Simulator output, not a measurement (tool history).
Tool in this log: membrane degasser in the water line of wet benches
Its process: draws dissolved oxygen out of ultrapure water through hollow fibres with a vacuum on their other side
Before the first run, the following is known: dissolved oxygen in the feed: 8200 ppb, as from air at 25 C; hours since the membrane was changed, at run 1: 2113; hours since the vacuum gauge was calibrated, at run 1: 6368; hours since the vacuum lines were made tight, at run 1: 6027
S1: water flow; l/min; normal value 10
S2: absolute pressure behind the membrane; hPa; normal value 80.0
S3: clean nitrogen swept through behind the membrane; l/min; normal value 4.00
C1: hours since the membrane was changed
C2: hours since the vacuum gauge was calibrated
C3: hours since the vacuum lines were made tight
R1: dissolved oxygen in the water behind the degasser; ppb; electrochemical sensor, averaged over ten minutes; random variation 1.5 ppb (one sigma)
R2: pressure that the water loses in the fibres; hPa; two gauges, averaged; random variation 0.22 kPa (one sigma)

run	day	S1	S2	S3	C1	C2	C3	R1	R2
1	0.000	10	80.0	4.00	2113	6368	6027	156.4	548.3
2	2.346	10	80.0	4.00	2170	6424	6083	157.3	545.1
3	4.379	10	80.0	4.00	2218	6473	6132	158.0	548.4
4	5.704	10	80.0	4.00	2250	6505	6164	155.0	550.7
5	8.033	10	80.0	4.00	2306	6560	6220	160.4	552.1
6	10.638	9	80.0	4.00	2369	6623	6282	132.9	495.6
7	11.929	9	80.0	4.00	2400	6654	6313	130.4	495.6
8	13.112	10	80.0	5.54	2428	6682	6342	151.6	549.0
9	14.558	10	80.0	5.54	2463	6717	6376	150.8	551.3
10	16.696	10	80.0	4.00	2514	6768	6428	158.3	548.3
11	17.804	13	80.0	4.00	2541	6795	6454	247.3	713.9
12	19.438	13	80.0	4.00	2580	6834	6493	252.6	713.1
# day 19.704: vacuum gauge calibrated
13	21.125	13	80.0	4.00	2620	34	6533	250.2	717.9
14	22.246	12	160.2	3.89	2647	61	6560	283.7	659.9
# day 24.796: vacuum gauge calibrated, once more
15	24.796	8	89.0	4.00	2707	0	6621	108.7	439.9
16	26.204	8	89.0	4.00	2741	34	6655	109.7	442.1
17	28.667	9	145.6	4.00	2800	93	6714	166.6	496.4
18	30.733	12	145.6	5.49	2850	142	6764	248.0	667.5
19	32.546	11	88.2	6.91	2893	186	6807	178.8	609.1
20	34.021	6	70.7	2.16	2929	221	6842	68.8	330.9
21	35.671	10	80.0	3.18	2968	261	6882	163.6	551.4
22	37.267	10	80.0	3.18	3007	299	6920	164.3	550.3
23	38.983	10	80.0	3.58	3048	341	6962	163.2	553.9
24	41.312	13	70.6	3.58	3104	396	7017	246.7	719.5
25	42.908	12	55.4	2.28	3142	435	7056	213.2	667.6

Some steps in R1 between neighbouring runs. How much of each would the tool show without its hidden state too (settings, what came in, random variation), and how much is left for the hidden state, with any gauge scatter that isn't in both results?
Unlogged tool condition in this case: membrane still open, %; true pressure behind the membrane over the reading, kPa; air that leaks in behind the membrane, l/min; drift of the gauge itself on oxygen_ppb, %; drift of the gauge itself on loss_of_pressure_kpa, %.
Run 14 -> 15: S1 12 -> 8, S2 160.2 -> 89.0, S3 3.89 -> 4.00, vacuum gauge calibrated, once more. R1 -175.0 ppb: hidden state -10.4, all else -164.6.
Run 19 -> 20: S1 11 -> 6, S2 88.2 -> 70.7, S3 6.91 -> 2.16. R1 -110.0 ppb: hidden state -6.3, all else -103.7.

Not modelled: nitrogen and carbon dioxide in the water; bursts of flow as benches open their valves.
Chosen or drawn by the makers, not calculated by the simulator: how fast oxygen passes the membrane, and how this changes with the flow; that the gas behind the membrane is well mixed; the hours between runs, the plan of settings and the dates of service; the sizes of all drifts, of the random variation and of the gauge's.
